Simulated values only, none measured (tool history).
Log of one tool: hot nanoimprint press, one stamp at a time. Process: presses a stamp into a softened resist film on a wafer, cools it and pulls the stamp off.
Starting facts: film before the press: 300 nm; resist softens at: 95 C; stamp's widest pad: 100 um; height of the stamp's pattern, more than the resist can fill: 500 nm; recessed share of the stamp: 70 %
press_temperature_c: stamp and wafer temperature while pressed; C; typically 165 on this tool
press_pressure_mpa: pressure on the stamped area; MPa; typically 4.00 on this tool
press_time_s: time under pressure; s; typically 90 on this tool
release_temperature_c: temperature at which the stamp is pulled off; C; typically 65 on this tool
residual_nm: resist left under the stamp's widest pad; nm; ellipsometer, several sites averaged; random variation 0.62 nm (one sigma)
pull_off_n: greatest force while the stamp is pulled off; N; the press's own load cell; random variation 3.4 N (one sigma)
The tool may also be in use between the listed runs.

run 1 hour=0.0 | press_temperature_c=165 press_pressure_mpa=4.00 press_time_s=90 release_temperature_c=65 | residual_nm=169.4 pull_off_n=189
run 2 hour=6.3 | press_temperature_c=165 press_pressure_mpa=4.00 press_time_s=90 release_temperature_c=65 | residual_nm=168.2 pull_off_n=191
run 3 hour=12.0 | press_temperature_c=165 press_pressure_mpa=4.00 press_time_s=90 release_temperature_c=65 | residual_nm=168.8 pull_off_n=197
run 4 hour=18.6 | press_temperature_c=165 press_pressure_mpa=4.00 press_time_s=90 release_temperature_c=65 | residual_nm=168.9 pull_off_n=195
run 5 hour=23.3 | press_temperature_c=165 press_pressure_mpa=5.74 press_time_s=90 release_temperature_c=65 | residual_nm=142.5 pull_off_n=191
run 6 hour=28.1 | press_temperature_c=165 press_pressure_mpa=5.74 press_time_s=90 release_temperature_c=65 | residual_nm=141.4 pull_off_n=193
run 7 hour=37.7 | press_temperature_c=165 press_pressure_mpa=5.74 press_time_s=90 release_temperature_c=65 | residual_nm=141.5 pull_off_n=196
run 8 hour=46.4 | press_temperature_c=165 press_pressure_mpa=5.74 press_time_s=90 release_temperature_c=65 | residual_nm=142.1 pull_off_n=197
run 9 hour=51.5 | press_temperature_c=165 press_pressure_mpa=5.74 press_time_s=90 release_temperature_c=65 | residual_nm=141.8 pull_off_n=195
run 10 hour=60.2 | press_temperature_c=165 press_pressure_mpa=4.00 press_time_s=90 release_temperature_c=57 | residual_nm=168.3 pull_off_n=202
run 11 hour=68.2 | press_temperature_c=165 press_pressure_mpa=4.00 press_time_s=90 release_temperature_c=69 | residual_nm=167.9 pull_off_n=180
run 12 hour=78.8 | press_temperature_c=165 press_pressure_mpa=4.00 press_time_s=90 release_temperature_c=65 | residual_nm=168.2 pull_off_n=196
run 13 hour=84.3 | press_temperature_c=165 press_pressure_mpa=4.00 press_time_s=90 release_temperature_c=68 | residual_nm=168.0 pull_off_n=186
run 14 hour=94.8 | press_temperature_c=165 press_pressure_mpa=4.00 press_time_s=90 release_temperature_c=65 | residual_nm=168.3 pull_off_n=197
run 15 hour=104.3 | press_temperature_c=165 press_pressure_mpa=4.00 press_time_s=90 release_temperature_c=65 | residual_nm=166.9 pull_off_n=191
run 16 hour=110.5 | press_temperature_c=165 press_pressure_mpa=4.00 press_time_s=90 release_temperature_c=65 | residual_nm=167.5 pull_off_n=197
run 17 hour=115.4 | press_temperature_c=165 press_pressure_mpa=4.00 press_time_s=90 release_temperature_c=65 | residual_nm=166.0 pull_off_n=194
run 18 hour=120.3 | press_temperature_c=165 press_pressure_mpa=4.00 press_time_s=90 release_temperature_c=65 | residual_nm=167.1 pull_off_n=188
run 19 hour=131.0 | press_temperature_c=165 press_pressure_mpa=4.00 press_time_s=90 release_temperature_c=57 | residual_nm=165.7 pull_off_n=206
-- hour=145.8 stamp cleaned and given a new release coat
run 20 hour=148.1 | press_temperature_c=165 press_pressure_mpa=2.89 press_time_s=47 release_temperature_c=65 | residual_nm=222.2 pull_off_n=191
run 21 hour=157.1 | press_temperature_c=171 press_pressure_mpa=4.00 press_time_s=90 release_temperature_c=59 | residual_nm=127.5 pull_off_n=200
run 22 hour=166.9 | press_temperature_c=171 press_pressure_mpa=4.00 press_time_s=90 release_temperature_c=59 | residual_nm=126.3 pull_off_n=203
run 23 hour=178.1 | press_temperature_c=171 press_pressure_mpa=4.85 press_time_s=76 release_temperature_c=69 | residual_nm=121.2 pull_off_n=176
run 24 hour=183.8 | press_temperature_c=171 press_pressure_mpa=4.85 press_time_s=76 release_temperature_c=69 | residual_nm=121.2 pull_off_n=178
run 25 hour=189.1 | press_temperature_c=170 press_pressure_mpa=6.34 press_time_s=62 release_temperature_c=55 | residual_nm=118.3 pull_off_n=208

What will run 26 give?
run 26 hour=194.0 | press_temperature_c=166 press_pressure_mpa=4.59 press_time_s=79 release_temperature_c=52 | residual_nm=? pull_off_n=?

Run 26 measured residual_nm 154.7 nm, pull_off_n 210 N.
Without the tool's hidden state the same run would have given residual_nm 158.6 nm, pull_off_n 210 N.

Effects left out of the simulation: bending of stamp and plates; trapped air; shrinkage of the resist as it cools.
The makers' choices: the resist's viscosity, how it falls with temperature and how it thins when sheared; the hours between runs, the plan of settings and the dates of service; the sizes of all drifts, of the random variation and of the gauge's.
